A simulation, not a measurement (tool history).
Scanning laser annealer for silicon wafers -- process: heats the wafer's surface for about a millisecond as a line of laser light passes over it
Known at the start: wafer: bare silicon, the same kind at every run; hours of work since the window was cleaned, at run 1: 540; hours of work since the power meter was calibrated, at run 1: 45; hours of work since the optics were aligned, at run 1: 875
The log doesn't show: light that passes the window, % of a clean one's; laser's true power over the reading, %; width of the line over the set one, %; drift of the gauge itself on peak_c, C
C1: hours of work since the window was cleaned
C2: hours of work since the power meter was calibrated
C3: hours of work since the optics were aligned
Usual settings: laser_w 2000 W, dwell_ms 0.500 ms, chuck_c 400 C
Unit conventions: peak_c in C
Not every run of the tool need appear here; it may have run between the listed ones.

Run 1, hour 0.0: usual settings; C1 540; C2 45; C3 875. Result: peak_c 1164 C.
Run 2, hour 12.3: usual settings; C1 547; C2 52; C3 883. Result: peak_c 1161 C.
At hour 23.5: window over the wafer cleaned.
Run 3, hour 40.7: usual settings; C1 10; C2 67; C3 898. Result: peak_c 1172 C.
Run 4, hour 61.7: usual settings; C1 22; C2 80; C3 911. Result: peak_c 1176 C.
Run 5, hour 77.6: usual settings; C1 32; C2 89; C3 920. Result: peak_c 1176 C.
At hour 85.1: optics aligned, line set to its width.
Run 6, hour 100.5: usual settings but laser_w 2187 W; C1 42; C2 100; C3 9. Result: peak_c 1249 C.
Run 7, hour 128.0: usual settings but dwell_ms 0.386 ms, chuck_c 418 C; C1 59; C2 116; C3 25. Result: peak_c 1101 C.
Run 8, hour 144.7: usual settings but laser_w 1858 W, dwell_ms 0.356 ms, chuck_c 406 C; C1 68; C2 126; C3 35. Result: peak_c 1014 C.
Run 9, hour 169.5: usual settings but laser_w 1858 W, dwell_ms 0.356 ms, chuck_c 406 C; C1 83; C2 140; C3 50. Result: peak_c 1011 C.
Run 10, hour 192.6: usual settings but laser_w 1858 W, dwell_ms 0.356 ms, chuck_c 406 C; C1 97; C2 154; C3 63. Result: peak_c 1014 C.
Run 11, hour 205.6: usual settings but laser_w 1858 W, dwell_ms 0.356 ms, chuck_c 406 C; C1 104; C2 161; C3 71. Result: peak_c 1013 C.
At hour 239.1: optics aligned, line set to its width, once more.
Run 12, hour 239.1: usual settings but laser_w 1788 W, dwell_ms 0.356 ms, chuck_c 429 C; C1 121; C2 178; C3 0. Result: peak_c 1024 C.

Some steps in peak_c, run to run, broken into two amounts with sign: the step expected even without the hidden condition (settings, incoming material, random variation), and the rest, left for the hidden condition together with whatever gauge scatter is not in both the measured and the hidden-condition-free result:
Run 2 -> 3: window over the wafer cleaned. peak_c +11 C: hidden state +15, all else -4.
Run 6 -> 7: laser_w 2187 -> 2000, dwell_ms 0.500 -> 0.386, chuck_c 400 -> 418. peak_c -148 C: hidden state +2, all else -150.
